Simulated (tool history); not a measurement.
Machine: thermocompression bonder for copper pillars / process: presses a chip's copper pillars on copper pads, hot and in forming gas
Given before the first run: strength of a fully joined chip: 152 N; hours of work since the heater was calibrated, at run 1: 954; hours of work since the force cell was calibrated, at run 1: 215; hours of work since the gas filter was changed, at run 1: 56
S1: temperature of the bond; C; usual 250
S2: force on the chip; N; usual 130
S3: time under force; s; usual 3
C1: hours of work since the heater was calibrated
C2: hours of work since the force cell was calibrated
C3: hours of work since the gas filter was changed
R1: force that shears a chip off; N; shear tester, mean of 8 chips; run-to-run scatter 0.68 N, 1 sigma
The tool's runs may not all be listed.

| run | hour | S1 | S2 | S3 | C1 | C2 | C3 | R1 |
|---|---|---|---|---|---|---|---|---|
| 1 | 0 | 250 | 130 | 3 | 954 | 215 | 56 | 116.6 |
| 2 | 9.2 | 250 | 130 | 7 | 960 | 222 | 62 | 135.6 |
| 3 | 16 | 250 | 130 | 7 | 964 | 226 | 66 | 133.1 |
| 4 | 27.9 | 250 | 130 | 7 | 972 | 234 | 74 | 134.6 |
| 5 | 37.1 | 250 | 130 | 7 | 978 | 240 | 80 | 134.6 |
| 6 | 49.6 | 250 | 130 | 7 | 987 | 248 | 88 | 134.8 |
| 7 | 57.5 | 250 | 130 | 3 | 992 | 254 | 94 | 117.4 |
| 8 | 66.7 | 250 | 130 | 3 | 998 | 260 | 100 | 116.2 |
| 9 | 82.8 | 250 | 130 | 3 | 1009 | 270 | 110 | 116 |
| 10 | 97.5 | 250 | 130 | 3 | 1018 | 280 | 120 | 117.9 |
| 11 | 104.2 | 250 | 130 | 5 | 1023 | 284 | 125 | 129.3 |
| 12 | 119.1 | 250 | 130 | 4 | 1033 | 294 | 135 | 125.3 |
| 13 | 128.8 | 242 | 130 | 3 | 1039 | 301 | 141 | 107.4 |
| 14 | 138.5 | 242 | 130 | 3 | 1046 | 307 | 147 | 108.1 |
| 15 | 151 | 237 | 130 | 3 | 1054 | 316 | 156 | 103.7 |
| 16 | 163.4 | 249 | 130 | 3 | 1062 | 324 | 164 | 115.4 |
| 17 | 170.2 | 250 | 130 | 3 | 1067 | 328 | 168 | 117.1 |
| 18 | 184.5 | 250 | 186 | 3 | 1076 | 338 | 178 | 126.2 |
|  | 190.5 | heater calibrated with a thermocouple chip |
| 19 | 195.1 | 250 | 130 | 3 | 3 | 343 | 184 | 103.5 |
| 20 | 206.5 | 250 | 130 | 3 | 11 | 351 | 191 | 103.5 |
| 21 | 220.4 | 250 | 130 | 3 | 20 | 360 | 200 | 103.8 |
| 22 | 228 | 250 | 130 | 3 | 25 | 365 | 205 | 103.6 |
| 23 | 239 | 250 | 162 | 3 | 32 | 373 | 213 | 111.5 |
| 24 | 249.9 | 280 | 113 | 3 | 39 | 380 | 220 | 125.7 |
| 25 | 261.8 | 244 | 112 | 2 | 47 | 388 | 228 | 80 |
| 26 | 271.2 | 250 | 130 | 7 | 53 | 394 | 234 | 125 |
| 27 | 287.6 | 250 | 130 | 7 | 64 | 405 | 245 | 123.2 |
| 28 | 299.9 | 265 | 130 | 3 | 73 | 413 | 253 | 119.3 |
| 29 | 309.3 | 265 | 158 | 3 | 79 | 419 | 259 | 124.5 |
|  | 312.2 | force cell calibrated |
| 30 | 323 | 250 | 82 | 7 | 87 | 7 | 267 | 110.5 |
| 31 | 335.3 | 276 | 193 | 4 | 95 | 15 | 276 | 140.9 |
| 32 | 344.3 | 276 | 193 | 4 | 101 | 21 | 281 | 140.8 |
| 33 | 357.9 | 240 | 193 | 2 | 110 | 30 | 290 | 95.6 |
| 34 | 371.6 | 240 | 193 | 2 | 119 | 39 | 300 | 96.2 |
| 35 | 387.9 | 263 | 130 | 4 | 130 | 50 | 310 | 124 |
|  | 398.3 | force cell calibrated, once more |
| 36 | 405 | 250 | 130 | 9 | 140 | 4 | 321 | 130.3 |
| 37 | 415.9 | 250 | 88 | 5 | 147 | 12 | 328 | 105.7 |
| 38 | 429.8 | 271 | 88 | 7 | 157 | 21 | 337 | 130.4 |
| 39 | 441.6 | 265 | 88 | 7 | 164 | 29 | 345 | 127.6 |
| 40 | 453.2 | 265 | 88 | 7 | 172 | 36 | 353 | 127.9 |
| 41 | 466.7 | 265 | 88 | 7 | 181 | 45 | 362 | 126.8 |

3 ways to go on from here, each from the tool as it stands after run 41. What would each give?
| A | 475.2 | 262 | 130 | 8 | 187 | 51 | 367 | ? |
| B | 475.2 | 237 | 180 | 5 | 187 | 51 | 367 | ? |
| C | 475.2 | 279 | 101 | 4 | 187 | 51 | 367 | ? |

| run | R1 |
|---|---|
| A | 135.5 |
| B | 116 |
| C | 129.4 |
The same runs, with their run-to-run variation unchanged, on a tool lacking any hidden condition would have given:
| run | R1 |
|---|---|
| A | 138.8 |
| B | 118 |
| C | 132.3 |

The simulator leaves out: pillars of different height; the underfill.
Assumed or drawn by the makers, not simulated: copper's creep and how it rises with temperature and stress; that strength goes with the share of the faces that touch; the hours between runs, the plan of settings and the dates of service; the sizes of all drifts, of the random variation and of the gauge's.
